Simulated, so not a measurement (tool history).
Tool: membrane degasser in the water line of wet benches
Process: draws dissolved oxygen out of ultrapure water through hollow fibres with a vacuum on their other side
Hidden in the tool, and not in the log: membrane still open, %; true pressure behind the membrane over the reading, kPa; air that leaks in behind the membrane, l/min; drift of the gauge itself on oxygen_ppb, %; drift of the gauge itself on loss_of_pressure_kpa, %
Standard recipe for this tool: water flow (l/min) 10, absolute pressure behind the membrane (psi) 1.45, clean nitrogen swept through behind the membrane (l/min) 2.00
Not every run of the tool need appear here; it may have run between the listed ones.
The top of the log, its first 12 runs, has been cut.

run    hour  water flow (l/min)  absolute pressure behind the membrane (psi)  clean nitrogen swept through behind the membrane (l/min)  hours since the membrane was changed  hours since the vacuum gauge was calibrated  hours since the vacuum lines were made tight  dissolved oxygen in the water behind the degasser (ppb)  pressure that the water loses in the fibres (psi)
 13   493.4                  10                                         1.45                                                      2.00                                  1022                                          127                                          5680                                                    114.3                                              9.581
 14   547.7                  10                                         1.45                                                      2.00                                  1077                                          181                                          5734                                                    114.2                                              9.617
 15   587.2                  10                                         1.45                                                      2.00                                  1116                                          221                                          5774                                                    114.4                                              9.488
      607.7  -- vacuum gauge calibrated, once more
 16   641.6                  12                                         1.45                                                      2.00                                  1170                                           34                                          5828                                                    160.1                                             11.417
 17   685.3                  12                                         1.45                                                      2.00                                  1214                                           78                                          5871                                                    160.4                                             11.422
 18   726.1                   7                                         1.44                                                      2.00                                  1255                                          118                                          5912                                                     65.6                                              6.675
 19   771.6                   7                                         1.48                                                      2.00                                  1300                                          164                                          5958                                                     69.4                                              6.734
 20   828.5                  14                                         1.23                                                      1.70                                  1357                                          221                                          6015                                                    211.1                                             13.415
 21   890.7                  14                                         1.23                                                      1.70                                  1419                                          283                                          6077                                                    210.7                                             13.388
 22   923.2                  14                                         1.94                                                      1.01                                  1452                                          316                                          6109                                                    422.2                                             13.483
 23   959.0                  14                                         1.94                                                      1.01                                  1488                                          351                                          6145                                                    426.8                                             13.428
 24  1020.9                   7                                         1.60                                                      4.26                                  1549                                          413                                          6207                                                     39.5                                              6.752
 25  1047.6                  11                                         3.36                                                      1.88                                  1576                                          440                                          6234                                                    320.7                                             10.437
 26  1092.5                  10                                         3.15                                                      2.00                                  1621                                          485                                          6279                                                    259.1                                              9.559
 27  1158.6                   9                                         3.15                                                      1.09                                  1687                                          551                                          6345                                                    384.1                                              8.609
 28  1186.6                  10                                         1.35                                                      1.70                                  1715                                          579                                          6373                                                    121.6                                              9.558
 29  1214.4                  13                                         1.45                                                      2.00                                  1743                                          607                                          6401                                                    187.3                                             12.554
 30  1271.2                   9                                         2.94                                                      3.76                                  1800                                          664                                          6457                                                    122.8                                              8.683
 31  1300.4                   9                                         2.94                                                      3.76                                  1829                                          693                                          6487                                                    123.1                                              8.621
 32  1353.8                   9                                         1.78                                                      3.86                                  1882                                          746                                          6540                                                     74.0                                              8.670

Predict each of these 3 candidate next runs independently; none follows another, all start after run 32:
  A  1392.9                  15                                         1.45                                                      2.00                                  1921                                          785                                          6579                                                        ?                                                  ?
  B  1392.9                  10                                         1.45                                                      2.00                                  1921                                          785                                          6579                                                        ?                                                  ?
  C  1392.9                   7                                         1.78                                                      5.53                                  1921                                          785                                          6579                                                        ?                                                  ?

run  dissolved oxygen in the water behind the degasser (ppb)  pressure that the water loses in the fibres (psi)
  A                                                    260.8                                             14.367
  B                                                    116.9                                              9.549
  C                                                     36.1                                              6.707
What these runs would have given with no unlogged condition in the tool:
run  dissolved oxygen in the water behind the degasser (ppb)  pressure that the water loses in the fibres (psi)
  A                                                    250.7                                             14.227
  B                                                    110.6                                              9.455
  C                                                     33.3                                              6.641
